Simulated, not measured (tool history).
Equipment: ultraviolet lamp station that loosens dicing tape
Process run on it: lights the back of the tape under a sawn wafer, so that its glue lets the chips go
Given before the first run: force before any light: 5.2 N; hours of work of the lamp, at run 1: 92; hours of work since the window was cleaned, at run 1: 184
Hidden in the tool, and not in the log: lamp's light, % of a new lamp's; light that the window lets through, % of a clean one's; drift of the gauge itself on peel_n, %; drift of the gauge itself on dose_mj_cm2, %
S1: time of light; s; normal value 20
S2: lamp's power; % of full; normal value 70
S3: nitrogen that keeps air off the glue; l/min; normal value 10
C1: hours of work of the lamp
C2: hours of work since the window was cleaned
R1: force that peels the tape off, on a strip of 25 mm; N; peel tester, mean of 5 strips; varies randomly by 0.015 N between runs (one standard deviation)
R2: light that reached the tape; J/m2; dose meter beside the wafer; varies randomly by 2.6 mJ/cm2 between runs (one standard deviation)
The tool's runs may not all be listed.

run,hour,S1,S2,S3,C1,C2,R1,R2
1,0.0,20,70,10,92,184,0.681,3380
2,9.1,20,70,10,97,189,0.695,3370
3,15.0,14,70,10,101,192,1.267,2330
4,18.9,14,70,10,103,194,1.242,2340
5,27.1,14,70,10,108,199,1.218,2340
6,32.7,20,70,10,111,202,0.682,3340
7,36.9,20,91,10,113,205,0.403,4360
8,44.3,20,91,10,117,209,0.403,4340
9,49.5,20,73,10,120,212,0.643,3500
10,53.7,35,70,10,123,214,0.210,5830
11,57.5,35,86,10,125,216,0.147,7230
12,63.8,35,86,10,129,220,0.141,7240
13,71.6,14,70,10,133,224,1.295,2360
14,76.5,20,70,10,136,227,0.716,3360
15,81.9,20,70,10,139,230,0.674,3370
16,87.8,20,70,10,142,234,0.692,3320
17,97.0,20,70,10,147,239,0.672,3380
18,105.0,20,70,6,152,243,0.983,3340
19,108.7,20,70,6,154,246,0.949,3310
20,112.7,20,78,15,156,248,0.422,3740
21,116.7,22,68,3,159,250,1.305,3590
22,124.3,22,68,3,163,254,1.359,3580
23,130.3,24,61,7,166,258,0.850,3510
24,134.2,13,70,19,169,260,0.992,2160
25,138.2,20,70,3,171,262,1.462,3360
26,145.7,20,92,6,175,267,0.613,4390
27,153.2,20,92,6,179,271,0.603,4370
28,159.1,11,70,10,183,274,1.714,1860
29,164.3,14,88,12,186,277,0.790,2980
30,171.5,14,88,12,190,281,0.769,2930
31,179.6,12,63,9,195,286,1.783,1800
32,184.7,12,63,9,197,289,1.746,1830
33,190.4,12,63,9,201,292,1.780,1830
34,194.7,15,62,13,203,295,1.191,2260
35,199.9,20,66,11,206,298,0.721,3150
36,204.0,29,81,7,208,300,0.314,5650
37,212.4,36,70,10,213,305,0.196,6060

What if the next run were any one of these 5? Each begins from the tool's condition after run 37:
A,216.5,27,85,4,216,307,?,?
B,216.5,33,64,7,216,307,?,?
C,216.5,20,70,4,216,307,?,?
D,216.5,22,74,5,216,307,?,?
E,216.5,13,71,10,216,307,?,?

run,R1,R2
A,0.554,5530
B,0.417,5040
C,1.271,3330
D,0.860,3900
E,1.341,2220
With no hidden state in the tool, these same runs would have given:
run,R1,R2
A,0.553,5530
B,0.417,5040
C,1.270,3330
D,0.859,3900
E,1.340,2220
